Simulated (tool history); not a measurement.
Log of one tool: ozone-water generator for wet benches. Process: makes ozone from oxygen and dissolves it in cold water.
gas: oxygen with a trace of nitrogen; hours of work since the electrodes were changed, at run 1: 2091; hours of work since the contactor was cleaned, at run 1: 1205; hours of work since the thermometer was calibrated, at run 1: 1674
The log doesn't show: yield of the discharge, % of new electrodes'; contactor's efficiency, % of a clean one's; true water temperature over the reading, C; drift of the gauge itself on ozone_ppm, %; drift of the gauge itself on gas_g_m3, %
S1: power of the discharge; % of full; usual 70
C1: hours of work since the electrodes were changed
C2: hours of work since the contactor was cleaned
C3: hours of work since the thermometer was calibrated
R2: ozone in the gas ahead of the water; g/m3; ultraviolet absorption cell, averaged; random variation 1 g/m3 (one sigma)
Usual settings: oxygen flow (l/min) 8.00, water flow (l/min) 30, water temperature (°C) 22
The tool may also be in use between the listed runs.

Run 1, hour 0.0: usual settings; C1 2091; C2 1205; C3 1674. Result: dissolved ozone (ppm) 17.3, R2 155.4 g/m3.
Run 2, hour 39.3: usual settings; C1 2118; C2 1232; C3 1701. Result: dissolved ozone (ppm) 17.0, R2 156.0 g/m3.
Run 3, hour 103.3: usual settings; C1 2162; C2 1276; C3 1745. Result: dissolved ozone (ppm) 17.1, R2 154.6 g/m3.
Run 4, hour 167.9: usual settings but water flow (l/min) 43; C1 2207; C2 1321; C3 1790. Result: dissolved ozone (ppm) 13.1, R2 153.3 g/m3.
Run 5, hour 226.1: usual settings but water flow (l/min) 43; C1 2247; C2 1361; C3 1830. Result: dissolved ozone (ppm) 13.0, R2 153.4 g/m3.
Run 6, hour 298.3: usual settings; C1 2297; C2 1411; C3 1880. Result: dissolved ozone (ppm) 17.0, R2 153.6 g/m3.
Run 7, hour 351.9: usual settings; C1 2334; C2 1448; C3 1917. Result: dissolved ozone (ppm) 17.0, R2 152.9 g/m3.
Run 8, hour 389.7: usual settings; C1 2360; C2 1474; C3 1943. Result: dissolved ozone (ppm) 16.7, R2 152.5 g/m3.
Run 9, hour 466.5: usual settings but water flow (l/min) 21; C1 2413; C2 1527; C3 1996. Result: dissolved ozone (ppm) 21.0, R2 149.8 g/m3.
Run 10, hour 544.1: usual settings; C1 2467; C2 1581; C3 2049. Result: dissolved ozone (ppm) 16.5, R2 153.2 g/m3.
Run 11, hour 584.2: usual settings; C1 2494; C2 1609; C3 2077. Result: dissolved ozone (ppm) 16.4, R2 150.4 g/m3.
Run 12, hour 634.5: usual settings but water flow (l/min) 28; C1 2529; C2 1643; C3 2112. Result: dissolved ozone (ppm) 17.2, R2 152.8 g/m3.
Run 13, hour 682.7: usual settings but water flow (l/min) 28; C1 2563; C2 1677; C3 2145. Result: dissolved ozone (ppm) 17.4, R2 151.6 g/m3.
Run 14, hour 761.3: usual settings but S1 47 % of full, water flow (l/min) 46, water temperature (°C) 26; C1 2617; C2 1731; C3 2199. Result: dissolved ozone (ppm) 9.3, R2 123.2 g/m3.
Run 15, hour 801.9: usual settings but S1 76 % of full, oxygen flow (l/min) 7.88, water flow (l/min) 32, water temperature (°C) 26; C1 2645; C2 1759; C3 2228. Result: dissolved ozone (ppm) 15.5, R2 156.7 g/m3.
Run 16, hour 850.6: usual settings but S1 60 % of full; C1 2679; C2 1793; C3 2261. Result: dissolved ozone (ppm) 15.2, R2 138.6 g/m3.
Run 17, hour 898.9: usual settings but S1 50 % of full, oxygen flow (l/min) 10.62, water flow (l/min) 35, water temperature (°C) 21; C1 2712; C2 1826; C3 2294. Result: dissolved ozone (ppm) 12.9, R2 112.8 g/m3.
Run 18, hour 965.0: usual settings but oxygen flow (l/min) 6.70, water flow (l/min) 31; C1 2758; C2 1872; C3 2340. Result: dissolved ozone (ppm) 15.5, R2 160.8 g/m3.
Run 19, hour 1032.4: usual settings but oxygen flow (l/min) 6.70, water flow (l/min) 31; C1 2804; C2 1918; C3 2387. Result: dissolved ozone (ppm) 15.4, R2 159.5 g/m3.
Run 20, hour 1082.8: usual settings but S1 47 % of full, water flow (l/min) 42; C1 2839; C2 1953; C3 2422. Result: dissolved ozone (ppm) 10.4, R2 121.4 g/m3.
Run 21, hour 1133.2: usual settings but S1 69 % of full, oxygen flow (l/min) 6.60, water temperature (°C) 27; C1 2874; C2 1988; C3 2456. Result: dissolved ozone (ppm) 14.7, R2 158.2 g/m3.
Run 22, hour 1192.2: usual settings but S1 69 % of full, oxygen flow (l/min) 6.60, water temperature (°C) 27; C1 2914; C2 2029; C3 2497. Result: dissolved ozone (ppm) 14.5, R2 158.7 g/m3.
Run 23, hour 1244.2: usual settings but S1 69 % of full, oxygen flow (l/min) 6.60, water temperature (°C) 27; C1 2950; C2 2064; C3 2533. Result: dissolved ozone (ppm) 14.1, R2 158.9 g/m3.
Run 24, hour 1280.4: usual settings but S1 46 % of full, oxygen flow (l/min) 4.62, water flow (l/min) 33; C1 2975; C2 2089; C3 2558. Result: dissolved ozone (ppm) 11.0, R2 150.1 g/m3.
Run 25, hour 1319.0: usual settings but S1 46 % of full, oxygen flow (l/min) 4.62, water flow (l/min) 33; C1 3002; C2 2116; C3 2585. Result: dissolved ozone (ppm) 10.9, R2 148.8 g/m3.

5 ways to go on from here, each from the tool as it stands after run 25. What would each give?
Run A, hour 1373.6: usual settings but S1 82 % of full, oxygen flow (l/min) 5.26, water flow (l/min) 28; C1 3040; C2 2154; C3 2622. Result: dissolved ozone (ppm) ?, R2 ?.
Run B, hour 1373.6: usual settings but S1 46 % of full, oxygen flow (l/min) 4.62, water flow (l/min) 25, water temperature (°C) 15; C1 3040; C2 2154; C3 2622. Result: dissolved ozone (ppm) ?, R2 ?.
Run C, hour 1373.6: usual settings but S1 52 % of full, water flow (l/min) 23, water temperature (°C) 16; C1 3040; C2 2154; C3 2622. Result: dissolved ozone (ppm) ?, R2 ?.
Run D, hour 1373.6: usual settings but S1 46 % of full, oxygen flow (l/min) 4.62, water flow (l/min) 36, water temperature (°C) 17; C1 3040; C2 2154; C3 2622. Result: dissolved ozone (ppm) ?, R2 ?.
Run E, hour 1373.6: usual settings but S1 82 % of full; C1 3040; C2 2154; C3 2622. Result: dissolved ozone (ppm) ?, R2 ?.

run  dissolved ozone (ppm)     R2
  A                   16.8  188.2
  B                   14.7  149.2
  C                   17.9  126.7
  D                   10.7  148.9
  E                   17.2  159.3
Without the tool's hidden state the same runs would have given:
run  dissolved ozone (ppm)     R2
  A                   21.1  230.8
  B                   17.3  172.7
  C                   21.4  148.5
  D                   12.7  172.5
  E                   21.6  195.4
